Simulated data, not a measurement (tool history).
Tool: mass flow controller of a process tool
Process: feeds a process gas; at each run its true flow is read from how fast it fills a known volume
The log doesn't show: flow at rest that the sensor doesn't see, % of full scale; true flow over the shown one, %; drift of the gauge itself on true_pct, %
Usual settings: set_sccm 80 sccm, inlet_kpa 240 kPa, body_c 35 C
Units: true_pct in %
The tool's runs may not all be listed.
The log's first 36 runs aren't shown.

run	hour	set_sccm	inlet_kpa	body_c	hours of work since the controller was set to zero	hours of work since the controller was changed	true_pct
37	5026.4	65	240	35	261	3553	98.55
38	5179.7	65	240	35	363	3654	98.39
39	5382.2	44	254	22	496	3788	97.29
40	5546.6	43	198	35	605	3897	98.37
41	5661.8	43	198	35	681	3973	98.44
42	5862.3	80	240	32	814	4105	98.17
43	6042.5	13	240	38	933	4224	96.95
44	6217.1	13	240	38	1048	4340	96.98
45	6315.7	13	240	38	1113	4405	96.82
46	6416.9	12	144	31	1180	4472	97
47	6560.2	44	172	36	1275	4567	98.28
48	6738.1	44	172	36	1393	4684	98.16
49	6925.7	48	263	26	1517	4808	96.93

3 ways to go on from here, each from the tool as it stands after run 49. What would each give?
A	7053.6	18	240	31	1601	4893	?
B	7053.6	80	267	22	1601	4893	?
C	7053.6	80	240	24	1601	4893	?

run	true_pct
A	96.47
B	96.94
C	97.36
Without the tool's hidden state the same runs would have given:
run	true_pct
A	99.38
B	99.05
C	99.47
